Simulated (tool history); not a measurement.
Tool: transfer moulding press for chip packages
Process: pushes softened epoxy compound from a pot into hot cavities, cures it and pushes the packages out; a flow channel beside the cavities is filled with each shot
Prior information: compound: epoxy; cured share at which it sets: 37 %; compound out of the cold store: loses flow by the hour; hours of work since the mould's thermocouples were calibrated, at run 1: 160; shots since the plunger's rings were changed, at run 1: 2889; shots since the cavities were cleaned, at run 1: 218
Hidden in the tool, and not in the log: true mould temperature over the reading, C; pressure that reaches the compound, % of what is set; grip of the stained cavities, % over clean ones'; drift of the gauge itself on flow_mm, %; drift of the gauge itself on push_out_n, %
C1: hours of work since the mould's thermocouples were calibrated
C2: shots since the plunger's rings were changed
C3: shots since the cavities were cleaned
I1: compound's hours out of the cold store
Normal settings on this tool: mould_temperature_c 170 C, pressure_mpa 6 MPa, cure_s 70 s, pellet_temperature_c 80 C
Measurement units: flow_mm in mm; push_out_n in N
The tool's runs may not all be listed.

Run 1, hour 0: usual settings; C1 160; C2 2889; C3 218; I1 20.8. Result: flow_mm 562 mm, push_out_n 348 N.
Run 2, hour 21.1: usual settings; C1 174; C2 3185; C3 514; I1 40.9. Result: flow_mm 513 mm, push_out_n 316 N.
Run 3, hour 37.9: usual settings; C1 185; C2 3421; C3 750; I1 36.6. Result: flow_mm 515 mm, push_out_n 309 N.
At hour 41.4: cavities cleaned with cleaning compound and waxed.
Run 4, hour 55: usual settings; C1 195; C2 3640; C3 191; I1 30.9. Result: flow_mm 526 mm, push_out_n 335 N.
Run 5, hour 77.6: usual settings; C1 209; C2 3957; C3 508; I1 15.5. Result: flow_mm 570 mm, push_out_n 362 N.
At hour 98.8: cavities cleaned with cleaning compound and waxed.
Run 6, hour 108.6: usual settings; C1 229; C2 4372; C3 138; I1 9. Result: flow_mm 597 mm, push_out_n 370 N.
Run 7, hour 122.8: usual settings; C1 238; C2 4571; C3 337; I1 25.4. Result: flow_mm 551 mm, push_out_n 338 N.
Run 8, hour 149.5: usual settings but pellet_temperature_c 73 C; C1 255; C2 4945; C3 711; I1 44. Result: flow_mm 490 mm, push_out_n 326 N.
At hour 154.9: cavities cleaned with cleaning compound and waxed.
Run 9, hour 164.4: usual settings but pellet_temperature_c 73 C; C1 264; C2 5135; C3 135; I1 25.4. Result: flow_mm 545 mm, push_out_n 350 N.
Run 10, hour 194: usual settings but pressure_mpa 7.04 MPa; C1 283; C2 5550; C3 550; I1 35.8. Result: flow_mm 559 mm, push_out_n 320 N.
At hour 211.9: cavities cleaned with cleaning compound and waxed.
Run 11, hour 218.2: usual settings but pressure_mpa 7.04 MPa; C1 298; C2 5868; C3 89; I1 30.2. Result: flow_mm 577 mm, push_out_n 324 N.
Run 12, hour 234: usual settings; C1 308; C2 6091; C3 312; I1 43.4. Result: flow_mm 498 mm, push_out_n 316 N.
Run 13, hour 249.4: usual settings but pellet_temperature_c 88 C; C1 318; C2 6306; C3 527; I1 12.4. Result: flow_mm 582 mm, push_out_n 334 N.
Run 14, hour 265.1: usual settings but pellet_temperature_c 85 C; C1 329; C2 6527; C3 748; I1 27.9. Result: flow_mm 529 mm, push_out_n 313 N.
At hour 268.4: cavities cleaned with cleaning compound and waxed.
At hour 272.6: plunger's sealing rings changed.
Run 15, hour 296.4: usual settings but mould_temperature_c 162 C, pellet_temperature_c 79 C; C1 346; C2 334; C3 358; I1 14.5. Result: flow_mm 595 mm, push_out_n 648 N.
Run 16, hour 322.7: usual settings but mould_temperature_c 175 C, cure_s 50 s, pellet_temperature_c 79 C; C1 364; C2 703; C3 727; I1 35.5. Result: flow_mm 515 mm, push_out_n 567 N.
At hour 328: cavities cleaned with cleaning compound and waxed.
Run 17, hour 337.9: usual settings but mould_temperature_c 175 C, cure_s 104 s, pellet_temperature_c 87 C; C1 372; C2 895; C3 139; I1 32.2. Result: flow_mm 521 mm, push_out_n 183 N.
Run 18, hour 360.2: usual settings but mould_temperature_c 176 C, pressure_mpa 7.41 MPa, cure_s 66 s, pellet_temperature_c 87 C; C1 387; C2 1208; C3 452; I1 43.5. Result: flow_mm 543 mm, push_out_n 231 N.
At hour 384: cavities cleaned with cleaning compound and waxed.
Run 19, hour 388.3: usual settings but mould_temperature_c 175 C, pressure_mpa 6.66 MPa; C1 404; C2 1582; C3 60; I1 27.2. Result: flow_mm 562 mm, push_out_n 241 N.
Run 20, hour 417: usual settings but mould_temperature_c 175 C, pressure_mpa 6.66 MPa; C1 423; C2 1986; C3 464; I1 14.3. Result: flow_mm 603 mm, push_out_n 237 N.
Run 21, hour 434.8: usual settings but mould_temperature_c 175 C, pressure_mpa 6.66 MPa; C1 435; C2 2236; C3 714; I1 26. Result: flow_mm 566 mm, push_out_n 229 N.
At hour 441: cavities cleaned with cleaning compound and waxed.
Run 22, hour 449.7: usual settings but mould_temperature_c 175 C, pressure_mpa 6.66 MPa; C1 443; C2 2424; C3 122; I1 12.8. Result: flow_mm 610 mm, push_out_n 253 N.
Run 23, hour 467.6: usual settings but mould_temperature_c 175 C, pressure_mpa 6.66 MPa; C1 455; C2 2674; C3 372; I1 10.7. Result: flow_mm 613 mm, push_out_n 258 N.
Run 24, hour 491.5: usual settings but pressure_mpa 6.7 MPa, cure_s 71 s; C1 471; C2 3010; C3 708; I1 37.2. Result: flow_mm 541 mm, push_out_n 331 N.
At hour 498: cavities cleaned with cleaning compound and waxed.
Run 25, hour 520.3: usual settings but mould_temperature_c 177 C, pressure_mpa 6.7 MPa, cure_s 80 s; C1 488; C2 3394; C3 313; I1 18.7. Result: flow_mm 587 mm, push_out_n 192 N.
Run 26, hour 540.8: usual settings but mould_temperature_c 177 C, pressure_mpa 6.7 MPa, cure_s 80 s; C1 502; C2 3681; C3 600; I1 42.6. Result: flow_mm 522 mm, push_out_n 200 N.
At hour 554.9: cavities cleaned with cleaning compound and waxed.
Run 27, hour 561.7: usual settings but mould_temperature_c 177 C, pressure_mpa 4.62 MPa, cure_s 80 s, pellet_temperature_c 70 C; C1 514; C2 3954; C3 96; I1 19.8. Result: flow_mm 483 mm, push_out_n 200 N.
Run 28, hour 584.4: usual settings but mould_temperature_c 171 C, pressure_mpa 7.14 MPa, cure_s 51 s, pellet_temperature_c 79 C; C1 529; C2 4273; C3 415; I1 20.1. Result: flow_mm 612 mm, push_out_n 729 N.

Measured result minus the same run's result without the hidden state. Both carry the same run-to-run variation, though not necessarily the same gauge scatter:
run  push_out_n
  1          +3
  2          +4
  3          +5
  4          +2
  5          +5
  6          +2
  7          +4
  8          +5
  9          +2
 10          +5
 11          +1
 12          +3
 13          +4
 14          +5
 15          +8
 16          +9
 17          +1
 18          +3
 19          +1
 20          +3
 21          +4
 22          +1
 23          +3
 24          +5
 25          +2
 26          +3
 27          +1
 28          +9
flow_mm: within 2 mm of the measured result in every run.

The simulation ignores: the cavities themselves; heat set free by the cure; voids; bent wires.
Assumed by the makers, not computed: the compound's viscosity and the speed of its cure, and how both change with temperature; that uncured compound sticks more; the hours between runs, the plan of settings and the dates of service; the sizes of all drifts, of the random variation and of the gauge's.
